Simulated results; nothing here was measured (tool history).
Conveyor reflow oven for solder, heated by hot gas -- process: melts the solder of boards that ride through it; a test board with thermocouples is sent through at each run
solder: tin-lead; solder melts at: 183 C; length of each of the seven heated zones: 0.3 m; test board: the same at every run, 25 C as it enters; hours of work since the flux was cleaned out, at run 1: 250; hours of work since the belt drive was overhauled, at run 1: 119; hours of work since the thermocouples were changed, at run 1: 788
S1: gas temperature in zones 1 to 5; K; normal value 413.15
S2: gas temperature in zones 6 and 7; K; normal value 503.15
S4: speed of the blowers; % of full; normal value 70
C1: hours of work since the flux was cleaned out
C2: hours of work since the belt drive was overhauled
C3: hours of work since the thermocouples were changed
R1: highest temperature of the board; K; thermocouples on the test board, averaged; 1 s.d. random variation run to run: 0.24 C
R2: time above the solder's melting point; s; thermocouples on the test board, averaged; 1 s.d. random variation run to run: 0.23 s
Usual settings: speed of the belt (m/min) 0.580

run 1 day=0.000 | S1=413.15 S2=503.15 speed_of_the_belt_(m/min)=0.580 S4=70 | C1=250 C2=119 C3=788 | R1=490.55 R2=48.3
run 2 day=0.300 | S1=406.15 S2=503.15 speed_of_the_belt_(m/min)=0.580 S4=70 | C1=254 C2=122 C3=792 | R1=489.95 R2=45.5
run 3 day=0.829 | S1=406.15 S2=503.15 speed_of_the_belt_(m/min)=0.580 S4=70 | C1=260 C2=128 C3=798 | R1=489.85 R2=45.5
run 4 day=1.225 | S1=413.15 S2=503.15 speed_of_the_belt_(m/min)=0.580 S4=70 | C1=264 C2=133 C3=802 | R1=491.25 R2=48.1
run 5 day=1.562 | S1=413.15 S2=503.15 speed_of_the_belt_(m/min)=0.580 S4=70 | C1=268 C2=137 C3=806 | R1=491.45 R2=48.1
run 6 day=2.038 | S1=413.15 S2=503.15 speed_of_the_belt_(m/min)=0.580 S4=55 | C1=274 C2=142 C3=812 | R1=488.15 R2=46.0
run 7 day=2.546 | S1=413.15 S2=503.15 speed_of_the_belt_(m/min)=0.698 S4=65 | C1=280 C2=148 C3=818 | R1=484.55 R2=35.5
run 8 day=3.158 | S1=414.15 S2=503.15 speed_of_the_belt_(m/min)=0.464 S4=70 | C1=287 C2=155 C3=825 | R1=496.25 R2=65.1
run 9 day=3.625 | S1=421.15 S2=498.15 speed_of_the_belt_(m/min)=0.473 S4=70 | C1=292 C2=161 C3=830 | R1=491.45 R2=64.3
run 10 day=4.004 | S1=421.15 S2=503.15 speed_of_the_belt_(m/min)=0.473 S4=78 | C1=296 C2=165 C3=835 | R1=497.15 R2=67.2
run 11 day=4.346 | S1=421.15 S2=503.15 speed_of_the_belt_(m/min)=0.473 S4=78 | C1=300 C2=169 C3=838 | R1=496.85 R2=67.4
run 12 day=4.992 | S1=413.15 S2=505.15 speed_of_the_belt_(m/min)=0.580 S4=51 | C1=308 C2=177 C3=846 | R1=489.25 R2=46.6

Predict each of these 3 candidate next runs independently; none follows another, all start after run 12:
run A day=5.621 | S1=424.15 S2=510.15 speed_of_the_belt_(m/min)=0.580 S4=50 | C1=315 C2=184 C3=853 | R1=? R2=?
run B day=5.621 | S1=411.15 S2=517.15 speed_of_the_belt_(m/min)=0.499 S4=70 | C1=315 C2=184 C3=853 | R1=? R2=?
run C day=5.621 | S1=413.15 S2=505.15 speed_of_the_belt_(m/min)=0.647 S4=51 | C1=315 C2=184 C3=853 | R1=? R2=?

run=A R1=495.75 R2=53.5
run=B R1=507.15 R2=64.4
run=C R1=485.35 R2=38.5
Without the tool's unlogged condition, the same runs would have read:
run=A R1=495.75 R2=53.5
run=B R1=507.15 R2=64.4
run=C R1=485.45 R2=38.5

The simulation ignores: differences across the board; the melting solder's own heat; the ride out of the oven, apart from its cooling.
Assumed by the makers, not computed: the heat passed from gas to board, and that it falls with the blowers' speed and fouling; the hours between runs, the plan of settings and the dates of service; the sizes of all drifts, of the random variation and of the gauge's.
